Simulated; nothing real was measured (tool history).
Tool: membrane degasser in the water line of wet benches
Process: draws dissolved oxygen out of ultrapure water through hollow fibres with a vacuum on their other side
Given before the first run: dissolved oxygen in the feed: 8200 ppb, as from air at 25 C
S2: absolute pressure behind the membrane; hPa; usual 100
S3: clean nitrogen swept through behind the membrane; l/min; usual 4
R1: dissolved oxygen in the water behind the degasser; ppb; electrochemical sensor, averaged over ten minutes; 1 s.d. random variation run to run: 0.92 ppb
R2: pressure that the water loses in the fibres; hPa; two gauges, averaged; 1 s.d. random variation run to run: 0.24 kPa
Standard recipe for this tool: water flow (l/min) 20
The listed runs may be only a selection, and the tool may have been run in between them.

run 1 hour=0 | water_flow_(l/min)=20 S2=100 S3=4 | R1=87.3 R2=607.5
run 2 hour=112.2 | water_flow_(l/min)=20 S2=151 S3=4 | R1=148.9 R2=612.5
run 3 hour=330.9 | water_flow_(l/min)=20 S2=100 S3=4 | R1=86.7 R2=609.6
run 4 hour=581.1 | water_flow_(l/min)=20 S2=100 S3=4 | R1=86.8 R2=608.4
run 5 hour=728.5 | water_flow_(l/min)=20 S2=75 S3=4 | R1=57 R2=613.6
run 6 hour=887.5 | water_flow_(l/min)=20 S2=75 S3=4 | R1=56.7 R2=615.5
run 7 hour=1063.4 | water_flow_(l/min)=20 S2=100 S3=4 | R1=87.7 R2=614.9
run 8 hour=1283.7 | water_flow_(l/min)=20 S2=100 S3=4 | R1=84.7 R2=616.4
run 9 hour=1421.1 | water_flow_(l/min)=20 S2=100 S3=4 | R1=85.8 R2=616
run 10 hour=1527.3 | water_flow_(l/min)=17 S2=100 S3=4.56 | R1=64.4 R2=526.2
run 11 hour=1740.5 | water_flow_(l/min)=17 S2=100 S3=4.56 | R1=63.7 R2=526.5
run 12 hour=1986.4 | water_flow_(l/min)=30 S2=164 S3=2.1 | R1=430.1 R2=923.4
run 13 hour=2239 | water_flow_(l/min)=30 S2=164 S3=2.1 | R1=421.7 R2=925.5
run 14 hour=2379.6 | water_flow_(l/min)=26 S2=235 S3=7.94 | R1=169.4 R2=805.1

The next listed run, before its measurement:
run 15 hour=2539.8 | water_flow_(l/min)=26 S2=235 S3=7.94 | R1=? R2=?

R1: 170.9 ppb
R2: 805.4 hPa
The same run, on a tool lacking any hidden state, would have yielded R1 170.8 ppb, R2 797.1 hPa.
